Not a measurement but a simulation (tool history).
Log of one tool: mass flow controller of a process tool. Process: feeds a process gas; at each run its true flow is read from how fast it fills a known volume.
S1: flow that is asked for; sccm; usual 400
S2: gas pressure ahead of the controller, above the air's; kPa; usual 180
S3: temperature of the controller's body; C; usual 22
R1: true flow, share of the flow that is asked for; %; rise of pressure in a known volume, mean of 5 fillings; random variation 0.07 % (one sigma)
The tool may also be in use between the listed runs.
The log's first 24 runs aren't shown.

run     hour   S1   S2  S3     R1
 25   6608.0  235  197  21  95.92
 26   6986.7  285  224  22  95.78
 27   7236.0  285  224  22  95.78
      7382.9  -- gauge calibrated
 28   7578.6  586  176  30  99.32
 29   7818.1  499  167  30  99.15
 30   8057.8  499  167  30  98.87
 31   8245.5  499  167  30  99.02
 32   8403.4  752  148  24  99.26
 33   8658.9  752  260  24  98.86
 34   8940.2  752  260  24  98.79
 35   9196.6  752  260  24  98.55
 36   9456.6  120  208  24  97.46
 37   9633.0  363  195  20  97.83
 38   9920.5  363  195  20  97.68
 39  10154.8  943  223  21  98.71

Forecast each of these 5 alternatives for the next run:
  A  10359.2  400  210  22   ?
  B  10359.2  157  193  29   ?
  C  10359.2  943  230  40   ?
  D  10359.2  400  183  25   ?
  E  10359.2  319  155  26   ?

run     R1
  A  97.73
  B  97.30
  C  99.00
  D  97.74
  E  97.64
Without the tool's hidden state the same runs would have given:
run      R1
  A   98.86
  B   98.44
  C  100.14
  D   98.87
  E   98.77
